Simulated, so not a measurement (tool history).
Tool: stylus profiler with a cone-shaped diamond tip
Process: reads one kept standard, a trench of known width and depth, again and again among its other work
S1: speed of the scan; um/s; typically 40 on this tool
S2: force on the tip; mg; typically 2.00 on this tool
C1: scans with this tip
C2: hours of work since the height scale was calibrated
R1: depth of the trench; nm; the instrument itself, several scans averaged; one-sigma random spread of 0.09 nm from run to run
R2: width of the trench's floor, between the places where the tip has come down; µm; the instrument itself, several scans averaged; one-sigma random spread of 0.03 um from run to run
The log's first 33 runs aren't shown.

{"run": 34, "hour": 406.0, "S1": 94, "S2": 1.62, "C1": 2880, "C2": 210, "R1": 202.5, "R2": 17.49}
{"run": 35, "hour": 419.9, "S1": 39, "S2": 3.42, "C1": 2965, "C2": 216, "R1": 203.98, "R2": 17.85}
{"run": 36, "hour": 429.4, "S1": 59, "S2": 1.66, "C1": 3022, "C2": 221, "R1": 202.54, "R2": 17.73}
{"run": 37, "hour": 444.5, "S1": 22, "S2": 1.96, "C1": 3115, "C2": 227, "R1": 202.86, "R2": 17.97}
{"run": 38, "hour": 458.1, "S1": 22, "S2": 1.96, "C1": 3197, "C2": 233, "R1": 202.83, "R2": 17.98}
{"run": 39, "hour": 464.9, "S1": 22, "S2": 1.96, "C1": 3238, "C2": 236, "R1": 202.71, "R2": 17.92}
{"run": 40, "hour": 472.2, "S1": 22, "S2": 1.96, "C1": 3282, "C2": 240, "R1": 202.72, "R2": 17.87}
{"run": 41, "hour": 485.9, "S1": 30, "S2": 3.28, "C1": 3366, "C2": 246, "R1": 203.77, "R2": 17.92}

5 options for the next run, each taken on its own from the tool as it stands now. Forecast them:
{"run": "A", "hour": 497.1, "S1": 40, "S2": 0.88, "C1": 3434, "C2": 251, "R1": "?", "R2": "?"}
{"run": "B", "hour": 497.1, "S1": 30, "S2": 2.1, "C1": 3434, "C2": 251, "R1": "?", "R2": "?"}
{"run": "C", "hour": 497.1, "S1": 57, "S2": 1.99, "C1": 3434, "C2": 251, "R1": "?", "R2": "?"}
{"run": "D", "hour": 497.1, "S1": 22, "S2": 4.77, "C1": 3434, "C2": 251, "R1": "?", "R2": "?"}
{"run": "E", "hour": 497.1, "S1": 47, "S2": 1.19, "C1": 3434, "C2": 251, "R1": "?", "R2": "?"}

run=A R1=201.63 R2=17.76
run=B R1=202.94 R2=17.86
run=C R1=202.86 R2=17.77
run=D R1=204.89 R2=17.94
run=E R1=202.07 R2=17.73
With the hidden condition removed and each run's random variation left untouched, the same runs would have given:
run=A R1=201.63 R2=17.77
run=B R1=202.94 R2=17.87
run=C R1=202.86 R2=17.77
run=D R1=204.89 R2=17.95
run=E R1=202.07 R2=17.74

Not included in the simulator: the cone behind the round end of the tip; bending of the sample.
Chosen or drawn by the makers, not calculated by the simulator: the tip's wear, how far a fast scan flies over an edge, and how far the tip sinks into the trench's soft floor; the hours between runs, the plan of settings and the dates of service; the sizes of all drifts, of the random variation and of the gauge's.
